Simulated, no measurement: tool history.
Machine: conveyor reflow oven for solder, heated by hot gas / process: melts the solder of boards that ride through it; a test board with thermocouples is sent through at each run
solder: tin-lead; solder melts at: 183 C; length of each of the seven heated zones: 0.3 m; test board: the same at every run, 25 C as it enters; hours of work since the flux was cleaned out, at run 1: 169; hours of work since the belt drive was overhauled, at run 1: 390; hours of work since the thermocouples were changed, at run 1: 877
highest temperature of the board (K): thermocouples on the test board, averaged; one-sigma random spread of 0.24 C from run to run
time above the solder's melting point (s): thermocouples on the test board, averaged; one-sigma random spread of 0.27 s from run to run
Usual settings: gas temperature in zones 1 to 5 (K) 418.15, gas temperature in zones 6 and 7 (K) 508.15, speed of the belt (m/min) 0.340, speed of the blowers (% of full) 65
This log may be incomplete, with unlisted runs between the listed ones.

run     day  gas temperature in zones 1 to 5 (K)  gas temperature in zones 6 and 7 (K)  speed of the belt (m/min)  speed of the blowers (% of full)  hours of work since the flux was cleaned out  hours of work since the belt drive was overhauled  hours of work since the thermocouples were changed  highest temperature of the board (K)  time above the solder's melting point (s)
  1   0.000                               418.15                                508.15                      0.340                                65                                           169                                                390                                                 877                                487.15                                       78.7
  2   0.267                               418.15                                508.15                      0.340                                65                                           173                                                395                                                 881                                486.75                                       79.1
  3   0.883                               416.15                                508.15                      0.340                                65                                           184                                                406                                                 892                                486.65                                       76.8
  4   1.446                               418.15                                508.15                      0.340                                65                                           194                                                416                                                 902                                487.35                                       79.1
  5   1.829                               418.15                                508.15                      0.340                                65                                           201                                                422                                                 909                                487.15                                       78.5
  6   2.162                               418.15                                508.15                      0.340                                65                                           207                                                428                                                 915                                486.65                                       78.4
  7   2.529                               418.15                                508.15                      0.340                                65                                           214                                                435                                                 922                                486.75                                       78.0
  8   3.025                               418.15                                508.15                      0.340                                65                                           223                                                444                                                 930                                486.95                                       77.8
  9   3.617                               418.15                                508.15                      0.340                                65                                           233                                                454                                                 941                                486.35                                       78.2
 10   3.883                               418.15                                508.15                      0.340                                65                                           238                                                459                                                 946                                486.35                                       77.7
 11   4.425                               418.15                                508.15                      0.340                                65                                           247                                                469                                                 955                                486.05                                       77.3
 12   4.817                               418.15                                508.15                      0.340                                65                                           254                                                476                                                 962                                486.05                                       77.8
 13   5.275                               418.15                                508.15                      0.340                                65                                           263                                                484                                                 970                                485.95                                       77.2
 14   5.883                               415.15                                508.15                      0.340                                65                                           273                                                495                                                 981                                485.15                                       74.5
 15   6.383                               415.15                                508.15                      0.340                                65                                           282                                                503                                                 990                                484.65                                       74.6
 16   6.742                               410.15                                517.15                      0.352                                78                                           289                                                510                                                 997                                492.45                                       77.8
      7.267  -- flux residue cleaned out of gas plates and filters
 17   7.308                               418.15                                508.15                      0.325                                55                                             1                                                516                                                1003                                487.85                                       83.5
 18   7.846                               416.15                                501.15                      0.340                                64                                            10                                                526                                                1012                                482.15                                       71.9
 19   8.212                               424.15                                517.15                      0.270                                51                                            17                                                532                                                1019                                500.95                                      122.2
 20   8.646                               417.15                                517.15                      0.401                                54                                            25                                                540                                                1027                                486.55                                       64.2
 21   9.025                               417.15                                517.15                      0.401                                54                                            31                                                547                                                1034                                486.55                                       64.4
 22   9.500                               422.15                                501.15                      0.282                                54                                            40                                                555                                                1042                                486.05                                       98.0
 23   9.946                               422.15                                499.15                      0.405                                57                                            48                                                563                                                1050                                473.75                                       49.8
 24  10.367                               422.15                                499.15                      0.405                                57                                            55                                                571                                                1057                                474.15                                       49.9

Estimate the outcome of run 25 from the log above:
 25  10.921                               424.15                                507.15                      0.353                                70                                            65                                                581                                                1067                                     ?                                          ?

{"run 25": {"highest temperature of the board (K)": 488.45, "time above the solder's melting point (s)": 81.3}}
Take away the tool's hidden state, keep the run-to-run variation as it was, and the same run would have given highest temperature of the board (K) 491.75, time above the solder's melting point (s) 83.8.
